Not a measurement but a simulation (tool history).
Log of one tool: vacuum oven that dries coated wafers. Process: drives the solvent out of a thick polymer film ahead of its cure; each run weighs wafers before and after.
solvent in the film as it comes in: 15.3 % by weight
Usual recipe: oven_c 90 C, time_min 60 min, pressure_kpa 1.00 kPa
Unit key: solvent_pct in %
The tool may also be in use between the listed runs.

run 1 hour=0.0 | oven_c=90 time_min=60 pressure_kpa=1.00 | solvent_pct=2.81
run 2 hour=79.2 | oven_c=77 time_min=60 pressure_kpa=1.00 | solvent_pct=7.09
run 3 hour=164.1 | oven_c=77 time_min=60 pressure_kpa=1.00 | solvent_pct=7.16
-- hour=175.0 oven's thermocouples calibrated
run 4 hour=211.7 | oven_c=77 time_min=60 pressure_kpa=1.00 | solvent_pct=6.90
run 5 hour=304.4 | oven_c=77 time_min=60 pressure_kpa=1.00 | solvent_pct=6.84
run 6 hour=353.7 | oven_c=77 time_min=60 pressure_kpa=1.00 | solvent_pct=6.82
run 7 hour=411.7 | oven_c=98 time_min=53 pressure_kpa=2.55 | solvent_pct=1.69
run 8 hour=502.6 | oven_c=75 time_min=60 pressure_kpa=0.55 | solvent_pct=7.16
run 9 hour=585.6 | oven_c=75 time_min=60 pressure_kpa=0.55 | solvent_pct=7.24
run 10 hour=652.7 | oven_c=89 time_min=60 pressure_kpa=1.00 | solvent_pct=2.98
run 11 hour=759.3 | oven_c=90 time_min=82 pressure_kpa=2.62 | solvent_pct=2.32

Branching from run 11: 3 alternative next runs. What would each branch give?
run A hour=858.8 | oven_c=86 time_min=78 pressure_kpa=0.71 | solvent_pct=?
run B hour=858.8 | oven_c=105 time_min=84 pressure_kpa=3.18 | solvent_pct=?
run C hour=858.8 | oven_c=85 time_min=60 pressure_kpa=1.00 | solvent_pct=?

run=A solvent_pct=2.78
run=B solvent_pct=1.07
run=C solvent_pct=4.18
Without the tool's hidden state the same runs would have given:
run=A solvent_pct=2.48
run=B solvent_pct=0.89
run=C solvent_pct=3.91

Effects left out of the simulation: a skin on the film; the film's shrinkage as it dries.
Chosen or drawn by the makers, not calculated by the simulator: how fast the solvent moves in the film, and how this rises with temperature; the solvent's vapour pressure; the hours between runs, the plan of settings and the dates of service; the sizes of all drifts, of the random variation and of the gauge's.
